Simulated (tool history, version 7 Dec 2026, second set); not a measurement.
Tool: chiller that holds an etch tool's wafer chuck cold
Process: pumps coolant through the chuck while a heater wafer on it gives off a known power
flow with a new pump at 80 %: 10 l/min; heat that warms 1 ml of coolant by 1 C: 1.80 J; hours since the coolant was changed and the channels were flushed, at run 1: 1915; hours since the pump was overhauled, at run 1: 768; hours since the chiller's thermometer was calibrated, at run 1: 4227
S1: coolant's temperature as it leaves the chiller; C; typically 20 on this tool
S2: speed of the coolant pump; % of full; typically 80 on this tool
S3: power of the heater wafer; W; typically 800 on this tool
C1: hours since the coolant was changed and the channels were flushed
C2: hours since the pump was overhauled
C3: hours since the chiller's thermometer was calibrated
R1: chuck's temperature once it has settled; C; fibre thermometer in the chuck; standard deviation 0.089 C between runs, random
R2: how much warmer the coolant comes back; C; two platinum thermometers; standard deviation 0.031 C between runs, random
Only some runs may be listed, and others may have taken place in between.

run      day  S1  S2    S3    C1    C2    C3     R1    R2
  1        0  20  80   800  1915   768  4227  25.33  2.75
  2    3.371  20  80   800  1996   849  4308  25.51  2.71
  3      7.7  20  80   800  2100   953  4412  25.26  2.73
       9.346  -- chiller's thermometer calibrated
  4   11.433  17  80   800  2188  1042    50  23.05  2.75
  5   15.196  17  80   800  2279  1132   140  23.22  2.77
  6   19.833  20  80   800  2390  1243   252   26.3   2.8
  7   23.229  20  80   800  2471  1325   333  26.23  2.77
  8   25.579  20  80   800  2528  1381   390  26.28  2.79
  9     29.4  20  80   800  2619  1473   481  26.34  2.85
 10   34.117  20  80   800  2733  1586   594  26.23  2.88
 11   37.046  20  80   800  2803  1656   665  26.32  2.88
 12   39.788  20  80   800  2869  1722   731  26.24   2.8
 13   44.292  20  80   800  2977  1830   839  26.55  2.93
 14   47.529  20  80   983  3055  1908   916  28.17  3.61
 15   50.908  16  80   983  3136  1989   998  23.93   3.6
 16   54.646  16  80   983  3225  2079  1087  23.96  3.58
 17   58.342  13  79   753  3314  2168  1176  19.23  2.77
      60.738  -- coolant changed, channels flushed
 18   62.329  20  69   800    38  2257  1266  26.45  3.49
 19   64.604  18  64   800    93  2312  1320   24.8  3.75
 20   67.025  16  66   826   151  2370  1378  23.03  3.83
 21   70.221  20  92   969   228  2447  1455  26.18  3.03
 22   74.062  20  80  1024   320  2539  1547  27.44  3.86
 23   76.338  13  91   792   374  2593  1602  18.24   2.5
 24   80.858  28  80   859   483  2702  1710  34.19  3.26
 25   84.567  20  64   869   572  2791  1799  27.61  4.26
 26   87.783  22  90   419   649  2868  1877  24.67  1.37
 27   90.392  12  80   445   712  2931  1939  15.08  1.69
 28   92.412  12  80   445   760  2979  1988  15.09  1.69
 29   95.183  10  81   721   827  3046  2054  15.12  2.68
 30   99.771  10  81   721   937  3156  2164  15.18  2.77
 31  102.125  14  63  1093   993  3212  2221  24.08   5.5
 32    106.1  20  69   800  1089  3308  2316  26.81  3.68

Alternative continuations, all from the tool just after run 32; predict every row:
  A  109.721  13  62  1081  1176  3395  2403   ?   ?
  B  109.721  20  69   467  1176  3395  2403   ?   ?
  C  109.721  10  60   788  1176  3395  2403   ?   ?
  D  109.721  11  68   701  1176  3395  2403   ?   ?

run     R1    R2
  A  23.34  5.56
  B   23.7  2.21
  C  17.53  4.24
  D  16.87  3.25
Without the tool's unlogged condition, the same runs would have read:
run     R1    R2
  A  22.31  4.78
  B  23.57  1.91
  C  16.87  3.65
  D  16.44  2.79
